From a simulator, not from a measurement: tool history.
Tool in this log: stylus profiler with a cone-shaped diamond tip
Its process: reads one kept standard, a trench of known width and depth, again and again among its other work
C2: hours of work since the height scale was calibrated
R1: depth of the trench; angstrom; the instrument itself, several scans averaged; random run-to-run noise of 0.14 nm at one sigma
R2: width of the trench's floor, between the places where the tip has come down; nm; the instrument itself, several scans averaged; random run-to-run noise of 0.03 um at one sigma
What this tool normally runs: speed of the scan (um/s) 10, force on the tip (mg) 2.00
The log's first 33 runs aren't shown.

Run 34, hour 444.4: usual settings but speed of the scan (um/s) 4, force on the tip (mg) 3.32; scans with this tip 1818; C2 308. Result: R1 5096.6 angstrom, R2 97340 nm.
Run 35, hour 452.5: usual settings but speed of the scan (um/s) 4, force on the tip (mg) 0.98; scans with this tip 1843; C2 312. Result: R1 5043.4 angstrom, R2 97390 nm.
Run 36, hour 471.3: usual settings but force on the tip (mg) 1.57; scans with this tip 1903; C2 322. Result: R1 5059.6 angstrom, R2 97320 nm.
Run 37, hour 488.7: usual settings but speed of the scan (um/s) 3, force on the tip (mg) 5.08; scans with this tip 1959; C2 332. Result: R1 5133.2 angstrom, R2 97370 nm.
Run 38, hour 506.1: usual settings but speed of the scan (um/s) 12, force on the tip (mg) 1.74; scans with this tip 2014; C2 341. Result: R1 5063.5 angstrom, R2 97330 nm.
Run 39, hour 516.7: usual settings but speed of the scan (um/s) 12, force on the tip (mg) 1.53; scans with this tip 2048; C2 347. Result: R1 5059.5 angstrom, R2 97340 nm.
Run 40, hour 535.5: usual settings but speed of the scan (um/s) 12, force on the tip (mg) 1.53; scans with this tip 2108; C2 357. Result: R1 5059.0 angstrom, R2 97320 nm.
Run 41, hour 544.4: usual settings but speed of the scan (um/s) 7, force on the tip (mg) 1.84; scans with this tip 2137; C2 362. Result: R1 5066.8 angstrom, R2 97300 nm.
Run 42, hour 554.6: usual settings but speed of the scan (um/s) 5, force on the tip (mg) 2.97; scans with this tip 2169; C2 367. Result: R1 5091.4 angstrom, R2 97340 nm.

Alternative continuations, all from the tool just after run 42; predict every row:
Run A, hour 562.9: usual settings but speed of the scan (um/s) 16, force on the tip (mg) 1.55; scans with this tip 2196; C2 372. Result: R1 ?, R2 ?.
Run B, hour 562.9: usual settings but speed of the scan (um/s) 7, force on the tip (mg) 1.19; scans with this tip 2196; C2 372. Result: R1 ?, R2 ?.
Run C, hour 562.9: usual settings but speed of the scan (um/s) 4, force on the tip (mg) 2.39; scans with this tip 2196; C2 372. Result: R1 ?, R2 ?.
Run D, hour 562.9: usual settings but speed of the scan (um/s) 18, force on the tip (mg) 0.73; scans with this tip 2196; C2 372. Result: R1 ?, R2 ?.
Run E, hour 562.9: usual settings but speed of the scan (um/s) 33, force on the tip (mg) 0.88; scans with this tip 2196; C2 372. Result: R1 ?, R2 ?.

run      R1     R2
  A  5060.1  97250
  B  5049.4  97340
  C  5079.9  97360
  D  5034.9  97310
  E  5038.0  97310
Had the tool no hidden state, the same runs would have come out as:
run      R1     R2
  A  5060.1  97260
  B  5049.5  97350
  C  5080.0  97360
  D  5035.0  97310
  E  5038.1  97320
